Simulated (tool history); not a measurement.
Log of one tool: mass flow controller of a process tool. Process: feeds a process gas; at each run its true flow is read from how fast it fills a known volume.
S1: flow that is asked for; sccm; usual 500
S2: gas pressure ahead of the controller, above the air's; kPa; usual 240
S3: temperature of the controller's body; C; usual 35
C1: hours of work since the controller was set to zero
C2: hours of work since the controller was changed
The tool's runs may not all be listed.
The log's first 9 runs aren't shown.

{"run": 10, "day": 20.146, "S1": 500, "S2": 240, "S3": 38, "C1": 831, "C2": 831, "true flow (%)": 97.78}
{"run": 11, "day": 22.142, "S1": 500, "S2": 199, "S3": 35, "C1": 864, "C2": 864, "true flow (%)": 97.18}
{"run": 12, "day": 24.404, "S1": 500, "S2": 199, "S3": 35, "C1": 901, "C2": 901, "true flow (%)": 96.91}
{"day": 25.842, "done": "gauge calibrated"}
{"run": 13, "day": 26.858, "S1": 500, "S2": 240, "S3": 35, "C1": 942, "C2": 942, "true flow (%)": 99.42}
{"run": 14, "day": 28.517, "S1": 500, "S2": 240, "S3": 35, "C1": 969, "C2": 969, "true flow (%)": 99.15}
{"run": 15, "day": 30.271, "S1": 500, "S2": 240, "S3": 35, "C1": 998, "C2": 998, "true flow (%)": 98.92}
{"run": 16, "day": 31.671, "S1": 500, "S2": 240, "S3": 35, "C1": 1021, "C2": 1021, "true flow (%)": 99.05}
{"run": 17, "day": 33.575, "S1": 203, "S2": 211, "S3": 37, "C1": 1052, "C2": 1052, "true flow (%)": 97.8}
{"run": 18, "day": 35.362, "S1": 421, "S2": 205, "S3": 37, "C1": 1081, "C2": 1081, "true flow (%)": 98.09}
{"run": 19, "day": 38.192, "S1": 240, "S2": 205, "S3": 30, "C1": 1128, "C2": 1128, "true flow (%)": 97.18}
{"run": 20, "day": 40.079, "S1": 672, "S2": 260, "S3": 30, "C1": 1159, "C2": 1159, "true flow (%)": 98.64}
{"run": 21, "day": 41.829, "S1": 503, "S2": 240, "S3": 31, "C1": 1188, "C2": 1188, "true flow (%)": 97.8}

Run 22 comes next. What will it give?
{"run": 22, "day": 43.112, "S1": 312, "S2": 240, "S3": 33, "C1": 1209, "C2": 1209, "true flow (%)": "?"}

true flow (%): 97.28
Without the tool's hidden state the same run would have given true flow (%) 98.84.
